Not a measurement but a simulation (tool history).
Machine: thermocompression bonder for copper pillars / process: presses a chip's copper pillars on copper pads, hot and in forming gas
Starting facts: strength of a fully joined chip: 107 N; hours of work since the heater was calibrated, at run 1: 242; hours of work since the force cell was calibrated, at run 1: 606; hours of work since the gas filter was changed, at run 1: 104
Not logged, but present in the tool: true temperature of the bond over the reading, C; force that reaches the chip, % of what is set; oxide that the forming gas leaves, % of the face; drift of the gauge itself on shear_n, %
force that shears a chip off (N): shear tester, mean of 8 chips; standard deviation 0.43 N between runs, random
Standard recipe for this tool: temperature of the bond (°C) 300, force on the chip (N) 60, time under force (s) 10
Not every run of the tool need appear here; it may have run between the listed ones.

run   hour  temperature of the bond (°C)  force on the chip (N)  time under force (s)  hours of work since the heater was calibrated  hours of work since the force cell was calibrated  hours of work since the gas filter was changed  force that shears a chip off (N)
  1    0.0                           300                     60                    10                                            242                                                606                                             104                              76.9
  2   35.0                           300                     60                    10                                            260                                                624                                             122                              76.3
  3   77.6                           300                     60                    10                                            282                                                646                                             144                              75.8
  4  124.4                           300                     60                    10                                            306                                                670                                             168                              76.1
  5  172.0                           300                     60                    10                                            330                                                695                                             192                              75.5
  6  249.2                           300                     60                    10                                            370                                                734                                             232                              75.8
     258.0  -- force cell calibrated
  7  315.3                           300                     60                    10                                            403                                                 29                                             265                              77.8
  8  368.6                           300                     60                    10                                            431                                                 57                                             293                              76.7
  9  419.4                           300                     39                    10                                            457                                                 83                                             319                              53.6
     429.5  -- force cell calibrated, once more
     484.3  -- forming gas filter changed
 10  488.0                           318                     71                    10                                            491                                                 30                                               2                              93.6
 11  538.0                           300                     52                     6                                            517                                                 55                                              28                              58.0
 12  610.2                           300                     52                     6                                            554                                                 93                                              65                              58.5
 13  649.0                           300                     52                     6                                            574                                                112                                              85                              58.3
 14  690.4                           294                     39                     6                                            595                                                134                                             106                              39.7
 15  739.3                           314                     65                    10                                            620                                                159                                             131                              87.0
 16  794.6                           312                     74                    19                                            648                                                187                                             159                              98.0
 17  846.6                           309                     74                    10                                            675                                                214                                             186                              89.6

Branching from run 17: 4 alternative next runs. What would each branch give?
  A  889.8                           328                     45                    10                                            697                                                236                                             208                                 ?
  B  889.8                           272                     60                    11                                            697                                                236                                             208                                 ?
  C  889.8                           284                     84                    21                                            697                                                236                                             208                                 ?
  D  889.8                           300                     68                    26                                            697                                                236                                             208                                 ?

run  force that shears a chip off (N)
  A                              76.4
  B                              59.5
  C                              94.4
  D                              95.9
Stripped of hidden state, with their random variation kept, the same runs would have yielded:
run  force that shears a chip off (N)
  A                              75.1
  B                              57.4
  C                              94.3
  D                              96.1

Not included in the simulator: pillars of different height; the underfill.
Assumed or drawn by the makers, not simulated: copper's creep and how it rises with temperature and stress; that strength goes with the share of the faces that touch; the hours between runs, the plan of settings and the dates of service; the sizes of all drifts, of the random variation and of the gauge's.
